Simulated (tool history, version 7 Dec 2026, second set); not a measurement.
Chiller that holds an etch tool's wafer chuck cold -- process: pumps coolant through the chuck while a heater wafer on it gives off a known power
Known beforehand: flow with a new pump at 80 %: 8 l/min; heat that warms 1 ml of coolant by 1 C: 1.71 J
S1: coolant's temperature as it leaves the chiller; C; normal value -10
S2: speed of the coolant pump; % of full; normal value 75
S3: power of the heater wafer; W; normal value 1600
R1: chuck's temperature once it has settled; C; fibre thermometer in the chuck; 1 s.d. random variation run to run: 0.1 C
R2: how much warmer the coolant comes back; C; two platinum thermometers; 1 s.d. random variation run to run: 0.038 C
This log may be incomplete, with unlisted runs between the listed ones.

run 1 hour=0 | S1=-10 S2=75 S3=1600 | R1=4.8 R2=7.64
run 2 hour=136.5 | S1=-10 S2=75 S3=1767 | R1=6.5 R2=8.29
run 3 hour=277.3 | S1=-10 S2=75 S3=1812 | R1=7 R2=8.56
run 4 hour=408.7 | S1=-10 S2=75 S3=1600 | R1=4.9 R2=7.51
run 5 hour=497.1 | S1=-10 S2=75 S3=1600 | R1=4.9 R2=7.56
run 6 hour=576.1 | S1=-10 S2=98 S3=1600 | R1=2 R2=5.64
run 7 hour=636.6 | S1=-10 S2=98 S3=1600 | R1=1.9 R2=5.59
run 8 hour=777.9 | S1=-7 S2=75 S3=1600 | R1=7.9 R2=7.57
run 9 hour=869 | S1=-7 S2=75 S3=1600 | R1=7.9 R2=7.52
run 10 hour=983.6 | S1=-7 S2=75 S3=1600 | R1=7.9 R2=7.47
run 11 hour=1063.1 | S1=-7 S2=75 S3=1600 | R1=8 R2=7.58
run 12 hour=1206.5 | S1=-7 S2=75 S3=1600 | R1=7.9 R2=7.55
run 13 hour=1268.7 | S1=-7 S2=75 S3=1600 | R1=8.1 R2=7.56
run 14 hour=1328.7 | S1=-11 S2=96 S3=1122 | R1=-2.5 R2=3.98
run 15 hour=1472 | S1=-11 S2=66 S3=869 | R1=-2 R2=4.69
run 16 hour=1552.5 | S1=-14 S2=63 S3=2118 | R1=8.7 R2=12.01

Predict the results of run 17:
run 17 hour=1659.2 | S1=-10 S2=97 S3=2232 | R1=? R2=?

{"run 17": {"R1": 7, "R2": 7.93}}
Were there no unlogged condition in the tool, this run, its random variation unchanged, would have produced R1 7 C, R2 7.92 C.

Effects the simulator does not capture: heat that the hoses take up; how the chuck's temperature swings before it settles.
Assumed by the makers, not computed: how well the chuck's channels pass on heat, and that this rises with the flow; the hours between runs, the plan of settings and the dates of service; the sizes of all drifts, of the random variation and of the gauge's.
